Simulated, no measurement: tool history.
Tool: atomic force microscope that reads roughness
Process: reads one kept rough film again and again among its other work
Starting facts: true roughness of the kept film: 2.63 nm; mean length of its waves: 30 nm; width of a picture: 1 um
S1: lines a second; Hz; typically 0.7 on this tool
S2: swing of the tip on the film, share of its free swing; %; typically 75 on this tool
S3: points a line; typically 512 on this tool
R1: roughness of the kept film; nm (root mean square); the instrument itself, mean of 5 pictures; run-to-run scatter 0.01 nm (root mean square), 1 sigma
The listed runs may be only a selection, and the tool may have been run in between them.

Run 1, hour 0: usual settings. Result: R1 2.003 nm (root mean square).
Run 2, hour 15.3: usual settings. Result: R1 1.979 nm (root mean square).
Run 3, hour 38.6: usual settings. Result: R1 2.326 nm (root mean square).
Run 4, hour 59.7: usual settings but S2 73 %. Result: R1 2.297 nm (root mean square).
Run 5, hour 81.4: usual settings. Result: R1 2.246 nm (root mean square).
Run 6, hour 97.1: usual settings. Result: R1 2.185 nm (root mean square).
Run 7, hour 112.9: usual settings. Result: R1 2.158 nm (root mean square).
Run 8, hour 132.7: usual settings but S3 712. Result: R1 2.132 nm (root mean square).
Run 9, hour 143.8: usual settings but S1 3.735 Hz. Result: R1 1.997 nm (root mean square).
Run 10, hour 164.1: usual settings but S1 3.735 Hz. Result: R1 1.939 nm (root mean square).
Run 11, hour 187: usual settings. Result: R1 2.019 nm (root mean square).
Run 12, hour 205.3: usual settings. Result: R1 2.01 nm (root mean square).
Run 13, hour 214.7: usual settings. Result: R1 1.981 nm (root mean square).
Run 14, hour 224.8: usual settings. Result: R1 2.383 nm (root mean square).
Run 15, hour 243.7: usual settings. Result: R1 2.329 nm (root mean square).
Run 16, hour 258.6: usual settings. Result: R1 2.289 nm (root mean square).
Run 17, hour 281.2: usual settings but S2 82 %. Result: R1 2.228 nm (root mean square).
Run 18, hour 300.2: usual settings but S2 82 %. Result: R1 2.18 nm (root mean square).
Run 19, hour 320.7: usual settings but S2 82 %. Result: R1 2.158 nm (root mean square).
Run 20, hour 336.5: usual settings but S1 0.8 Hz. Result: R1 2.137 nm (root mean square).
Run 21, hour 356.5: usual settings. Result: R1 2.08 nm (root mean square).
Run 22, hour 369: usual settings but S3 719. Result: R1 2.064 nm (root mean square).
Run 23, hour 388: usual settings but S3 313. Result: R1 2.009 nm (root mean square).
Run 24, hour 403.6: usual settings but S3 511. Result: R1 2.017 nm (root mean square).
Run 25, hour 421.1: usual settings but S3 511. Result: R1 1.979 nm (root mean square).
Run 26, hour 434.7: usual settings but S2 78 %. Result: R1 2.355 nm (root mean square).
Run 27, hour 457.5: usual settings but S2 78 %. Result: R1 2.333 nm (root mean square).
Run 28, hour 470: usual settings but S1 0.56 Hz, S2 55 %, S3 671. Result: R1 2.302 nm (root mean square).
Run 29, hour 483.2: usual settings but S1 0.56 Hz, S2 79 %, S3 671. Result: R1 2.258 nm (root mean square).
Run 30, hour 497: usual settings but S1 0.69 Hz, S2 64 %. Result: R1 2.244 nm (root mean square).
Run 31, hour 514.2: usual settings but S2 70 %, S3 607. Result: R1 2.195 nm (root mean square).
Run 32, hour 527.5: usual settings but S1 0.521 Hz, S3 542. Result: R1 2.171 nm (root mean square).
Run 33, hour 548.6: usual settings but S2 61 %, S3 493. Result: R1 2.126 nm (root mean square).
Run 34, hour 561.1: usual settings but S1 0.612 Hz, S3 781. Result: R1 2.112 nm (root mean square).
Run 35, hour 578.8: usual settings but S1 3.096 Hz, S2 80 %, S3 655. Result: R1 1.936 nm (root mean square).
Run 36, hour 593.8: usual settings but S1 1.349 Hz, S2 82 %, S3 349. Result: R1 1.988 nm (root mean square).
Run 37, hour 615.1: usual settings but S1 3.597 Hz, S2 81 %, S3 448. Result: R1 1.848 nm (root mean square).
Run 38, hour 630.8: usual settings but S1 2.293 Hz, S2 81 %, S3 439. Result: R1 2.268 nm (root mean square).
Run 39, hour 653.4: usual settings but S1 1.432 Hz, S2 81 %, S3 498. Result: R1 2.276 nm (root mean square).
Run 40, hour 663.8: usual settings but S1 1.432 Hz, S2 81 %, S3 498. Result: R1 2.257 nm (root mean square).
Run 41, hour 673.7: usual settings but S1 1.583 Hz, S2 81 %, S3 498. Result: R1 2.224 nm (root mean square).
Run 42, hour 686.7: usual settings but S1 1.583 Hz, S2 81 %, S3 324. Result: R1 2.178 nm (root mean square).
Run 43, hour 702.8: usual settings but S1 1.588 Hz, S3 791. Result: R1 2.179 nm (root mean square).
Run 44, hour 717: usual settings but S1 1.798 Hz, S2 61 %. Result: R1 2.197 nm (root mean square).
Run 45, hour 736.6: usual settings but S1 1.798 Hz, S2 61 %. Result: R1 2.14 nm (root mean square).
Run 46, hour 754.5: usual settings but S1 1.083 Hz, S2 61 %. Result: R1 2.112 nm (root mean square).
Run 47, hour 766.1: usual settings but S1 3.219 Hz, S2 71 %. Result: R1 2.008 nm (root mean square).
Run 48, hour 782.8: usual settings but S1 3.219 Hz, S2 71 %. Result: R1 1.982 nm (root mean square).
Run 49, hour 795.6: usual settings but S1 2.359 Hz. Result: R1 1.966 nm (root mean square).
Run 50, hour 817.6: usual settings but S1 0.691 Hz, S2 58 %. Result: R1 2.016 nm (root mean square).
Run 51, hour 834.4: usual settings but S1 0.989 Hz, S2 65 %, S3 729. Result: R1 2.376 nm (root mean square).
Run 52, hour 850.8: usual settings but S1 2.198 Hz, S2 58 %, S3 375. Result: R1 2.336 nm (root mean square).

The log once held 5 entries between its listed runs, left out of this copy. Where does each go, and what is different about the tool's unlogged condition between the listed run before it and the listed run after it?
Logged between run 2 and run 3: new tip fitted (hour 21.8)
  radius of the tip, nm: 26.5 -> 8.9; height scale over the true one, %: 0.12 -> 0.13
  measured less the result without the state, R1: -0.411 -> -0.044 nm (root mean square)
Logged between run 13 and run 14: new tip fitted (hour 223)
  radius of the tip, nm: 26.7 -> 7.4
  measured less the result without the state, R1: -0.412 -> -0.005 nm (root mean square)
Logged between run 25 and run 26: new tip fitted (hour 424.5)
  radius of the tip, nm: 27.3 -> 8.1
  measured less the result without the state, R1: -0.42 -> -0.021 nm (root mean square)
Logged between run 37 and run 38: new tip fitted (hour 625.4)
  radius of the tip, nm: 26 -> 7.5
  measured less the result without the state, R1: -0.365 -> -0.003 nm (root mean square)
Logged between run 50 and run 51: new tip fitted (hour 826.4)
  radius of the tip, nm: 26 -> 8; height scale over the true one, %: 0.49 -> 0.5
  measured less the result without the state, R1: -0.399 -> -0.013 nm (root mean square)

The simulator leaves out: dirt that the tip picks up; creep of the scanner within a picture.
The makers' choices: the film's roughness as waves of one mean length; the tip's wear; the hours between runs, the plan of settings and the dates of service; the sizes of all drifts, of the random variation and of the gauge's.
